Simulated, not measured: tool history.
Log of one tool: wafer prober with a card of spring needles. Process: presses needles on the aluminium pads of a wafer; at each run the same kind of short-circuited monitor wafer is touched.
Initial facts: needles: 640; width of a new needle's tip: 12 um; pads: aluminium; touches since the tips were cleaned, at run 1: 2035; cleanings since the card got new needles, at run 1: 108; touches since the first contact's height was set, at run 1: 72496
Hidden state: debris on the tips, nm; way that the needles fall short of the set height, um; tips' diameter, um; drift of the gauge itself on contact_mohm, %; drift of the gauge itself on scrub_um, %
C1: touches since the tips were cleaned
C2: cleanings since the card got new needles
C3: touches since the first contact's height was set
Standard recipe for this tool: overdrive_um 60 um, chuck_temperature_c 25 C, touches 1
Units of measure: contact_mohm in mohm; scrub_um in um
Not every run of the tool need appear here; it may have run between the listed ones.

run 1 hour=0 | overdrive_um=60 chuck_temperature_c=25 touches=1 | C1=2035 C2=108 C3=72496 | contact_mohm=303 scrub_um=12.79
-- hour=7.3 tips cleaned on abrasive film
-- hour=17 tips cleaned on abrasive film
-- hour=29 tips cleaned on abrasive film
-- hour=41.1 tips cleaned on abrasive film
-- hour=41.4 height of the first contact set anew
-- hour=53.5 tips cleaned on abrasive film
-- hour=63.2 tips cleaned on abrasive film
run 2 hour=71.8 | overdrive_um=60 chuck_temperature_c=25 touches=1 | C1=6197 C2=114 C3=21664 | contact_mohm=361 scrub_um=12.55
-- hour=74.3 tips cleaned on abrasive film
-- hour=86.4 tips cleaned on abrasive film
-- hour=98.5 tips cleaned on abrasive film
-- hour=110.6 tips cleaned on abrasive film
-- hour=122.6 tips cleaned on abrasive film
-- hour=134.7 tips cleaned on abrasive film
-- hour=146.8 tips cleaned on abrasive film
-- hour=158 tips cleaned on abrasive film
run 3 hour=158 | overdrive_um=60 chuck_temperature_c=25 touches=1 | C1=0 C2=122 C3=82914 | contact_mohm=249 scrub_um=12.36
-- hour=170.1 tips cleaned on abrasive film
-- hour=182.2 tips cleaned on abrasive film
-- hour=184.9 height of the first contact set anew
-- hour=192.2 tips cleaned on abrasive film
-- hour=204.2 tips cleaned on abrasive film
-- hour=216.3 tips cleaned on abrasive film
run 4 hour=221.4 | overdrive_um=60 chuck_temperature_c=25 touches=3 | C1=3624 C2=127 C3=25965 | contact_mohm=275 scrub_um=12.95
-- hour=226.3 tips cleaned on abrasive film
-- hour=235.9 tips cleaned on abrasive film
-- hour=248 tips cleaned on abrasive film
-- hour=260.1 tips cleaned on abrasive film
-- hour=269.8 tips cleaned on abrasive film
-- hour=281.9 tips cleaned on abrasive film
run 5 hour=286.7 | overdrive_um=60 chuck_temperature_c=25 touches=3 | C1=3459 C2=133 C3=72389 | contact_mohm=275 scrub_um=12.81
-- hour=291.7 tips cleaned on abrasive film
-- hour=303.8 tips cleaned on abrasive film
-- hour=315.8 tips cleaned on abrasive film
-- hour=327.9 tips cleaned on abrasive film
-- hour=328.2 height of the first contact set anew
-- hour=340.3 tips cleaned on abrasive film
-- hour=350 tips cleaned on abrasive film
-- hour=362.1 tips cleaned on abrasive film
run 6 hour=368.3 | overdrive_um=60 chuck_temperature_c=25 touches=3 | C1=4515 C2=140 C3=28575 | contact_mohm=284 scrub_um=12.95
-- hour=373.2 tips cleaned on abrasive film
-- hour=385.3 tips cleaned on abrasive film
-- hour=397.4 tips cleaned on abrasive film
-- hour=409.5 tips cleaned on abrasive film
-- hour=419.2 tips cleaned on abrasive film
-- hour=431.2 tips cleaned on abrasive film
-- hour=443.3 tips cleaned on abrasive film
-- hour=455.4 tips cleaned on abrasive film
run 7 hour=455.4 | overdrive_um=51 chuck_temperature_c=25 touches=1 | C1=0 C2=148 C3=90420 | contact_mohm=274 scrub_um=10.82
-- hour=460.5 height of the first contact set anew, once more
-- hour=467.7 tips cleaned on abrasive film
-- hour=477.4 tips cleaned on abrasive film
-- hour=489.5 tips cleaned on abrasive film
-- hour=501.6 tips cleaned on abrasive film
-- hour=513.7 tips cleaned on abrasive film
-- hour=525.7 tips cleaned on abrasive film
-- hour=537.8 tips cleaned on abrasive film
run 8 hour=538.7 | overdrive_um=51 chuck_temperature_c=25 touches=1 | C1=631 C2=155 C3=55625 | contact_mohm=293 scrub_um=10.93
-- hour=548.4 tips cleaned on abrasive film
-- hour=558.1 tips cleaned on abrasive film
-- hour=570.1 tips cleaned on abrasive film
-- hour=582.2 tips cleaned on abrasive film
-- hour=591.9 tips cleaned on abrasive film
-- hour=603.9 card fitted with new needles
-- hour=616 tips cleaned on abrasive film
run 9 hour=620.9 | overdrive_um=51 chuck_temperature_c=25 touches=1 | C1=3525 C2=1 C3=12117 | contact_mohm=313 scrub_um=11.02
-- hour=625.8 tips cleaned on abrasive film
-- hour=637.9 tips cleaned on abrasive film
-- hour=647.6 tips cleaned on abrasive film
-- hour=659.7 tips cleaned on abrasive film
run 10 hour=661 | overdrive_um=60 chuck_temperature_c=25 touches=1 | C1=972 C2=5 C3=40599 | contact_mohm=258 scrub_um=12.89
-- hour=670.7 tips cleaned on abrasive film
-- hour=680.4 tips cleaned on abrasive film
-- hour=692.5 tips cleaned on abrasive film
-- hour=704.5 tips cleaned on abrasive film
-- hour=714.2 tips cleaned on abrasive film
run 11 hour=714.4 | overdrive_um=60 chuck_temperature_c=25 touches=1 | C1=167 C2=10 C3=78574 | contact_mohm=253 scrub_um=12.81
-- hour=724.1 tips cleaned on abrasive film
-- hour=733.8 tips cleaned on abrasive film
-- hour=745.9 tips cleaned on abrasive film
-- hour=746.2 height of the first contact set anew
-- hour=758.3 tips cleaned on abrasive film
run 12 hour=765 | overdrive_um=60 chuck_temperature_c=92 touches=1 | C1=4807 C2=14 C3=13400 | contact_mohm=325 scrub_um=12.99
-- hour=769.9 tips cleaned on abrasive film
-- hour=781.9 tips cleaned on abrasive film
-- hour=794 tips cleaned on abrasive film
-- hour=806.1 tips cleaned on abrasive film
-- hour=818.2 tips cleaned on abrasive film
-- hour=830.3 tips cleaned on abrasive film
-- hour=842.3 tips cleaned on abrasive film
run 13 hour=843.5 | overdrive_um=67 chuck_temperature_c=95 touches=2 | C1=841 C2=21 C3=69236 | contact_mohm=273 scrub_um=14.36
-- hour=853.2 tips cleaned on abrasive film
-- hour=865.3 tips cleaned on abrasive film
-- hour=875 tips cleaned on abrasive film
-- hour=887 tips cleaned on abrasive film
-- hour=889.7 height of the first contact set anew
-- hour=899.4 tips cleaned on abrasive film
run 14 hour=902.3 | overdrive_um=60 chuck_temperature_c=25 touches=3 | C1=2030 C2=26 C3=8904 | contact_mohm=254 scrub_um=12.98
-- hour=909.5 tips cleaned on abrasive film
-- hour=921.6 tips cleaned on abrasive film
-- hour=931.3 tips cleaned on abrasive film
-- hour=943.4 tips cleaned on abrasive film
-- hour=955.5 tips cleaned on abrasive film
run 15 hour=961.7 | overdrive_um=60 chuck_temperature_c=27 touches=3 | C1=4460 C2=31 C3=51171 | contact_mohm=272 scrub_um=12.87
-- hour=966.6 tips cleaned on abrasive film
-- hour=976.3 tips cleaned on abrasive film
-- hour=988.3 tips cleaned on abrasive film
-- hour=1000.4 tips cleaned on abrasive film
-- hour=1012.5 tips cleaned on abrasive film
-- hour=1022.2 tips cleaned on abrasive film
-- hour=1032.1 height of the first contact set anew
-- hour=1034.6 tips cleaned on abrasive film
run 16 hour=1040.4 | overdrive_um=70 chuck_temperature_c=106 touches=2 | C1=4219 C2=38 C3=5938 | contact_mohm=288 scrub_um=15.16
-- hour=1045.3 tips cleaned on abrasive film
-- hour=1057.4 tips cleaned on abrasive film
-- hour=1069.5 tips cleaned on abrasive film
-- hour=1079.2 tips cleaned on abrasive film
-- hour=1091.2 tips cleaned on abrasive film
-- hour=1103.3 tips cleaned on abrasive film
run 17 hour=1111.8 | overdrive_um=70 chuck_temperature_c=106 touches=2 | C1=6098 C2=44 C3=56720 | contact_mohm=300 scrub_um=15.03
-- hour=1114.3 tips cleaned on abrasive film
-- hour=1126.4 tips cleaned on abrasive film
-- hour=1138.5 tips cleaned on abrasive film
-- hour=1150.6 tips cleaned on abrasive film
-- hour=1162.6 tips cleaned on abrasive film
-- hour=1174.7 tips cleaned on abrasive film
-- hour=1175 height of the first contact set anew
-- hour=1187.1 tips cleaned on abrasive film
-- hour=1199.2 tips cleaned on abrasive film
run 18 hour=1202.1 | overdrive_um=70 chuck_temperature_c=106 touches=2 | C1=2125 C2=52 C3=19310 | contact_mohm=278 scrub_um=15.12

Predict the results of run 19:
-- hour=1209.4 tips cleaned on abrasive film
-- hour=1219.1 tips cleaned on abrasive film
-- hour=1231.2 tips cleaned on abrasive film
-- hour=1243.3 tips cleaned on abrasive film
-- hour=1255.3 tips cleaned on abrasive film
-- hour=1267.4 tips cleaned on abrasive film
run 19 hour=1267.6 | overdrive_um=70 chuck_temperature_c=106 touches=2 | C1=126 C2=58 C3=65835 | contact_mohm=? scrub_um=?

{"run 19": {"contact_mohm": 270, "scrub_um": 15}}
Take away the tool's hidden state, keep the run-to-run variation as it was, and the same run would have given contact_mohm 262 mohm, scrub_um 15.17 um.
